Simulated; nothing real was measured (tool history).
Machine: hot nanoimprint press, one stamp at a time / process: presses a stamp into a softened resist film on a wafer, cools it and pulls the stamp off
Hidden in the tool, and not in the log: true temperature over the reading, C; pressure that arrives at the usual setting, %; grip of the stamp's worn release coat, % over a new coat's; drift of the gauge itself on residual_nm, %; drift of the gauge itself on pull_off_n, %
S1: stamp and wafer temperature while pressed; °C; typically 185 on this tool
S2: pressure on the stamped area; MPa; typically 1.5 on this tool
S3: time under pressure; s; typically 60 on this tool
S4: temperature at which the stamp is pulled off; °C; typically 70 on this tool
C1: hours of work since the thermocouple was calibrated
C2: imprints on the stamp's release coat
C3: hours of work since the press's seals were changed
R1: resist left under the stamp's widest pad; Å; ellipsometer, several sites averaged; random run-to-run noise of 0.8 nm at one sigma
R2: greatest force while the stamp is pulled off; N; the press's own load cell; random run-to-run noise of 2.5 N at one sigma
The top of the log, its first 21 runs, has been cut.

{"run": 22, "hour": 1060.5, "S1": 179, "S2": 2.37, "S3": 40, "S4": 76, "C1": 276, "C2": 763, "C3": 860, "R1": 1172, "R2": 122}
{"run": 23, "hour": 1106.9, "S1": 193, "S2": 1.5, "S3": 60, "S4": 57, "C1": 298, "C2": 842, "C3": 882, "R1": 897, "R2": 175}
{"run": 24, "hour": 1160.9, "S1": 193, "S2": 1.5, "S3": 60, "S4": 57, "C1": 322, "C2": 934, "C3": 906, "R1": 918, "R2": 176}
{"run": 25, "hour": 1222.7, "S1": 183, "S2": 1.5, "S3": 60, "S4": 69, "C1": 351, "C2": 1039, "C3": 935, "R1": 1177, "R2": 151}
{"run": 26, "hour": 1289.9, "S1": 197, "S2": 1, "S3": 60, "S4": 66, "C1": 382, "C2": 1153, "C3": 966, "R1": 1047, "R2": 158}
{"run": 27, "hour": 1331.9, "S1": 197, "S2": 1, "S3": 60, "S4": 66, "C1": 401, "C2": 1224, "C3": 985, "R1": 1041, "R2": 165}
{"run": 28, "hour": 1392.2, "S1": 185, "S2": 1.97, "S3": 60, "S4": 67, "C1": 429, "C2": 1327, "C3": 1013, "R1": 987, "R2": 164}
{"run": 29, "hour": 1434.5, "S1": 182, "S2": 1.24, "S3": 38, "S4": 75, "C1": 448, "C2": 1399, "C3": 1032, "R1": 1546, "R2": 150}
{"run": 30, "hour": 1498.2, "S1": 190, "S2": 1.5, "S3": 60, "S4": 70, "C1": 478, "C2": 1507, "C3": 1061, "R1": 997, "R2": 162}

Alternative continuations, all from the tool just after run 30; predict every row:
{"run": "A", "hour": 1545.9, "S1": 175, "S2": 1.02, "S3": 60, "S4": 70, "C1": 500, "C2": 1588, "C3": 1083, "R1": "?", "R2": "?"}
{"run": "B", "hour": 1545.9, "S1": 190, "S2": 1.26, "S3": 60, "S4": 70, "C1": 500, "C2": 1588, "C3": 1083, "R1": "?", "R2": "?"}
{"run": "C", "hour": 1545.9, "S1": 182, "S2": 1.5, "S3": 60, "S4": 56, "C1": 500, "C2": 1588, "C3": 1083, "R1": "?", "R2": "?"}
{"run": "D", "hour": 1545.9, "S1": 190, "S2": 1.77, "S3": 79, "S4": 70, "C1": 500, "C2": 1588, "C3": 1083, "R1": "?", "R2": "?"}

run=A R1=1765 R2=171
run=B R1=1082 R2=162
run=C R1=1245 R2=201
run=D R1=833 R2=167
Without the tool's hidden state the same runs would have given:
run=A R1=1654 R2=116
run=B R1=990 R2=111
run=C R1=1127 R2=139
run=D R1=742 R2=114
